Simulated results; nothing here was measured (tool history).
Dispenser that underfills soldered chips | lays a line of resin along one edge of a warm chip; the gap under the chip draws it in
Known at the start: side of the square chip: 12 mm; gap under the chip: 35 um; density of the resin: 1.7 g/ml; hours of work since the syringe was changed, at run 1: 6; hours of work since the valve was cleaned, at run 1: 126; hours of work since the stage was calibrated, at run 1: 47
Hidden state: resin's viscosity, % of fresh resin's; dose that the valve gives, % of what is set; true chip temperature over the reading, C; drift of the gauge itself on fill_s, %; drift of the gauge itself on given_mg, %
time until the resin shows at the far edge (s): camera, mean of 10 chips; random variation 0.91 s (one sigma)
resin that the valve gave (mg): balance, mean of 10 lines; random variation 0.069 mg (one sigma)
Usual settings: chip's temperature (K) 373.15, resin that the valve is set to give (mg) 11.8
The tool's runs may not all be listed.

run  hour  chip's temperature (K)  resin that the valve is set to give (mg)  hours of work since the syringe was changed  hours of work since the valve was cleaned  hours of work since the stage was calibrated  time until the resin shows at the far edge (s)  resin that the valve gave (mg)
  1   0.0                  373.15                                      11.8                                            6                                        126                                            47                                           136.6                           11.02
  2   3.3                  373.15                                      11.8                                            8                                        128                                            49                                           162.1                           10.95
      8.1  -- new syringe of resin
  3  10.3                  373.15                                      11.8                                            1                                        132                                            53                                            95.8                           11.05
     14.3  -- dispensing valve cleaned and set on the balance
  4  19.2                  373.15                                      11.8                                            6                                          3                                            58                                           135.3                           11.65
  5  23.7                  373.15                                      11.8                                            9                                          6                                            60                                           168.1                           11.74
     27.4  -- new syringe of resin
  6  30.3                  369.15                                      11.8                                            2                                          9                                            64                                           118.3                           11.73
  7  33.8                  370.15                                      11.8                                            4                                         12                                            66                                           131.9                           11.73
  8  38.5                  370.15                                      11.8                                            7                                         14                                            69                                           164.4                           11.66
     45.2  -- new syringe of resin
  9  46.8                  370.15                                      11.8                                            1                                         19                                            74                                           100.7                           11.71
 10  50.1                  373.15                                      11.5                                            3                                         21                                            76                                           106.6                           11.39
 11  54.3                  380.15                                      12.9                                            5                                         24                                            78                                            97.7                           12.79
 12  61.6                  358.15                                      10.6                                           10                                         28                                            83                                           348.8                           10.51
     63.1  -- new syringe of resin
 13  65.6                  376.15                                      12.1                                            1                                         30                                            85                                            83.9                           11.95
 14  70.0                  385.15                                      10.5                                            4                                         33                                            88                                            76.1                           10.25
 15  74.7                  385.15                                      10.9                                            7                                         36                                            90                                            91.4                           10.78
 16  80.4                  385.15                                      10.9                                           10                                         39                                            94                                           122.2                           10.71
     81.1  -- new syringe of resin
 17  88.8                  372.15                                      14.7                                            5                                         44                                            99                                           124.6                           14.31
 18  96.0                  372.15                                      14.7                                            9                                         48                                           103                                           173.3                           14.28
     99.2  -- new syringe of resin
 19  99.8                  362.15                                      12.8                                            0                                         51                                           105                                           136.7                           12.34

4 ways to go on from here, each from the tool as it stands after run 19. What would each give?
  A  103.5                  362.15                                      14.1                                            3                                         53                                           107                                               ?                               ?
  B  103.5                  370.15                                      13.1                                            3                                         53                                           107                                               ?                               ?
  C  103.5                  364.15                                      12.1                                            3                                         53                                           107                                               ?                               ?
  D  103.5                  360.15                                      11.2                                            3                                         53                                           107                                               ?                               ?

run  time until the resin shows at the far edge (s)  resin that the valve gave (mg)
  A                                           161.1                           13.78
  B                                           116.9                           12.85
  C                                           152.0                           11.77
  D                                           182.8                           11.03
Without the tool's hidden state the same runs would have given:
run  time until the resin shows at the far edge (s)  resin that the valve gave (mg)
  A                                           132.4                           14.17
  B                                            95.8                           13.21
  C                                           124.4                           12.10
  D                                           149.4                           11.34
